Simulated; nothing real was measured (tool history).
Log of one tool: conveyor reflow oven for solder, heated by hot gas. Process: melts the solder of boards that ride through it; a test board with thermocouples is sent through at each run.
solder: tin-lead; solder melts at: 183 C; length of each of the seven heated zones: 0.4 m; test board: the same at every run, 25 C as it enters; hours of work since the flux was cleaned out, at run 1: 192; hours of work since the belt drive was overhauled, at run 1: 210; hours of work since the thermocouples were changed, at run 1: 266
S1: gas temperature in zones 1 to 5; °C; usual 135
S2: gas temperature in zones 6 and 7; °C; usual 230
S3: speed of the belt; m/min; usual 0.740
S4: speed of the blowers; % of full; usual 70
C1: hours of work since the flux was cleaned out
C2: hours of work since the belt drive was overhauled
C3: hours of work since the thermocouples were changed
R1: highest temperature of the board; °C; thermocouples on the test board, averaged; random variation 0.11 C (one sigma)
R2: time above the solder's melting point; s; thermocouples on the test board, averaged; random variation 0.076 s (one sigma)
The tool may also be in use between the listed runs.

{"run": 1, "hour": 0.0, "S1": 135, "S2": 230, "S3": 0.74, "S4": 70, "C1": 192, "C2": 210, "C3": 266, "R1": 212.0, "R2": 43.63}
{"hour": 7.4, "done": "flux residue cleaned out of gas plates and filters"}
{"run": 2, "hour": 25.9, "S1": 135, "S2": 230, "S3": 0.74, "S4": 70, "C1": 9, "C2": 220, "C3": 276, "R1": 212.7, "R2": 44.79}
{"run": 3, "hour": 39.4, "S1": 126, "S2": 230, "S3": 0.74, "S4": 70, "C1": 15, "C2": 227, "C3": 283, "R1": 211.2, "R2": 41.01}
{"run": 4, "hour": 53.0, "S1": 135, "S2": 230, "S3": 0.74, "S4": 70, "C1": 22, "C2": 234, "C3": 290, "R1": 212.6, "R2": 44.7}
{"run": 5, "hour": 82.4, "S1": 135, "S2": 230, "S3": 0.74, "S4": 70, "C1": 36, "C2": 248, "C3": 304, "R1": 212.7, "R2": 44.68}
{"run": 6, "hour": 105.7, "S1": 135, "S2": 230, "S3": 0.74, "S4": 70, "C1": 47, "C2": 259, "C3": 315, "R1": 212.5, "R2": 44.54}
{"run": 7, "hour": 122.3, "S1": 135, "S2": 230, "S3": 0.74, "S4": 70, "C1": 55, "C2": 267, "C3": 323, "R1": 212.7, "R2": 44.53}
{"run": 8, "hour": 147.6, "S1": 135, "S2": 230, "S3": 0.74, "S4": 70, "C1": 68, "C2": 279, "C3": 335, "R1": 212.7, "R2": 44.65}
{"run": 9, "hour": 163.0, "S1": 130, "S2": 230, "S3": 0.74, "S4": 70, "C1": 75, "C2": 287, "C3": 343, "R1": 211.2, "R2": 42.41}
{"run": 10, "hour": 182.9, "S1": 130, "S2": 230, "S3": 0.74, "S4": 70, "C1": 85, "C2": 296, "C3": 352, "R1": 211.6, "R2": 42.41}
{"run": 11, "hour": 205.1, "S1": 130, "S2": 244, "S3": 0.595, "S4": 70, "C1": 95, "C2": 307, "C3": 363, "R1": 230.6, "R2": 68.16}
{"run": 12, "hour": 228.4, "S1": 139, "S2": 239, "S3": 0.595, "S4": 68, "C1": 106, "C2": 318, "C3": 374, "R1": 226.8, "R2": 68.76}
{"run": 13, "hour": 244.1, "S1": 143, "S2": 239, "S3": 0.595, "S4": 68, "C1": 114, "C2": 326, "C3": 382, "R1": 227.3, "R2": 70.43}
{"run": 14, "hour": 269.5, "S1": 143, "S2": 239, "S3": 0.595, "S4": 68, "C1": 126, "C2": 338, "C3": 394, "R1": 227.0, "R2": 70.47}
{"run": 15, "hour": 283.1, "S1": 126, "S2": 230, "S3": 0.697, "S4": 77, "C1": 133, "C2": 344, "C3": 400, "R1": 214.2, "R2": 46.91}
{"run": 16, "hour": 303.1, "S1": 135, "S2": 230, "S3": 0.658, "S4": 77, "C1": 142, "C2": 354, "C3": 410, "R1": 217.2, "R2": 55.02}
{"run": 17, "hour": 320.9, "S1": 145, "S2": 230, "S3": 0.74, "S4": 70, "C1": 151, "C2": 363, "C3": 419, "R1": 213.8, "R2": 48.8}
{"run": 18, "hour": 337.5, "S1": 145, "S2": 230, "S3": 0.74, "S4": 70, "C1": 159, "C2": 371, "C3": 427, "R1": 213.9, "R2": 48.75}
{"run": 19, "hour": 356.7, "S1": 145, "S2": 230, "S3": 0.74, "S4": 70, "C1": 168, "C2": 380, "C3": 436, "R1": 213.8, "R2": 48.75}

Forecast each of these 5 alternatives for the next run:
{"run": "A", "hour": 386.4, "S1": 135, "S2": 230, "S3": 0.74, "S4": 73, "C1": 183, "C2": 394, "C3": 450, "R1": "?", "R2": "?"}
{"run": "B", "hour": 386.4, "S1": 145, "S2": 230, "S3": 0.764, "S4": 87, "C1": 183, "C2": 394, "C3": 450, "R1": "?", "R2": "?"}
{"run": "C", "hour": 386.4, "S1": 125, "S2": 245, "S3": 0.74, "S4": 51, "C1": 183, "C2": 394, "C3": 450, "R1": "?", "R2": "?"}
{"run": "D", "hour": 386.4, "S1": 128, "S2": 230, "S3": 0.616, "S4": 53, "C1": 183, "C2": 394, "C3": 450, "R1": "?", "R2": "?"}
{"run": "E", "hour": 386.4, "S1": 138, "S2": 230, "S3": 0.74, "S4": 70, "C1": 183, "C2": 394, "C3": 450, "R1": "?", "R2": "?"}

run=A R1=212.3 R2=44.92
run=B R1=216.5 R2=49.54
run=C R1=214.9 R2=42.62
run=D R1=211.4 R2=50.37
run=E R1=212.5 R2=45.38
Without the tool's hidden state the same runs would have given:
run=A R1=213.6 R2=45.58
run=B R1=217.7 R2=49.97
run=C R1=216.0 R2=43.13
run=D R1=212.4 R2=50.97
run=E R1=213.7 R2=46.01
